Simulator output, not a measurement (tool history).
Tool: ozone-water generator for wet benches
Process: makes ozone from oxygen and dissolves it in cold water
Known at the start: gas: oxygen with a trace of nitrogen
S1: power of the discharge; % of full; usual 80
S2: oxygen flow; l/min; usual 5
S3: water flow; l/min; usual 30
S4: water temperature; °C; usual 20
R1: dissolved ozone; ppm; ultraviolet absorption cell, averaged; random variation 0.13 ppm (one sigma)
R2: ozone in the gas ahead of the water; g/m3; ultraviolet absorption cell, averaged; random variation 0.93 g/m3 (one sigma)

Run 1, hour 0: usual settings. Result: R1 10.1 ppm, R2 134.3 g/m3.
Run 2, hour 58.9: usual settings. Result: R1 10.1 ppm, R2 136.1 g/m3.
Run 3, hour 109.1: usual settings. Result: R1 10.2 ppm, R2 135.9 g/m3.
Run 4, hour 171.8: usual settings but S1 42 % of full. Result: R1 7.1 ppm, R2 92.8 g/m3.
Run 5, hour 252.2: usual settings but S2 2.88 l/min. Result: R1 8.4 ppm, R2 164.5 g/m3.
Run 6, hour 334.6: usual settings but S1 84 % of full, S2 2.88 l/min. Result: R1 8.7 ppm, R2 170.2 g/m3.
Run 7, hour 431.8: usual settings but S1 84 % of full, S2 2.88 l/min. Result: R1 8.5 ppm, R2 168.3 g/m3.
Run 8, hour 506.5: usual settings but S1 84 % of full, S2 2.88 l/min. Result: R1 8.5 ppm, R2 168 g/m3.
Run 9, hour 593.3: usual settings. Result: R1 9.8 ppm, R2 132.4 g/m3.
At hour 602.2: water thermometer calibrated.
Run 10, hour 654.1: usual settings. Result: R1 9.9 ppm, R2 131.4 g/m3.
Run 11, hour 751.9: usual settings. Result: R1 9.7 ppm, R2 131 g/m3.
Run 12, hour 794.2: usual settings. Result: R1 9.6 ppm, R2 130.4 g/m3.
Run 13, hour 888.3: usual settings. Result: R1 9.6 ppm, R2 130.4 g/m3.
Run 14, hour 960: usual settings. Result: R1 9.7 ppm, R2 128.9 g/m3.
At hour 974.3: water thermometer calibrated, once more.
Run 15, hour 1008.1: usual settings. Result: R1 9.7 ppm, R2 129.6 g/m3.
Run 16, hour 1065.6: usual settings but S1 59 % of full, S4 21 °C. Result: R1 8.1 ppm, R2 110 g/m3.
Run 17, hour 1139.8: usual settings but S1 46 % of full, S2 8.36 l/min. Result: R1 7.7 ppm, R2 79 g/m3.

Measured less the same run without the tool's hidden state. The same run-to-run variation is in both; the gauge's scatter may not be:
The hidden state here: yield of the discharge, % of new electrodes'; contactor's efficiency, % of a clean one's; true water temperature over the reading, C; drift of the gauge itself on ozone_ppm, %; drift of the gauge itself on gas_g_m3, %.
run    R1     R2
  1  -2.6  -20.7
  2  -2.6  -21.2
  3  -2.6  -21.5
  4  -1.3   -9.5
  5  -2.2  -27.4
  6  -2.4  -29.8
  7  -2.5  -30.4
  8  -2.5  -30.8
  9  -2.9  -24.1
 10  -2.9  -24.4
 11    -3    -25
 12    -3  -25.4
 13    -3  -25.8
 14  -3.1    -26
 15  -3.1  -26.3
 16  -2.3  -18.7
 17    -2  -11.2
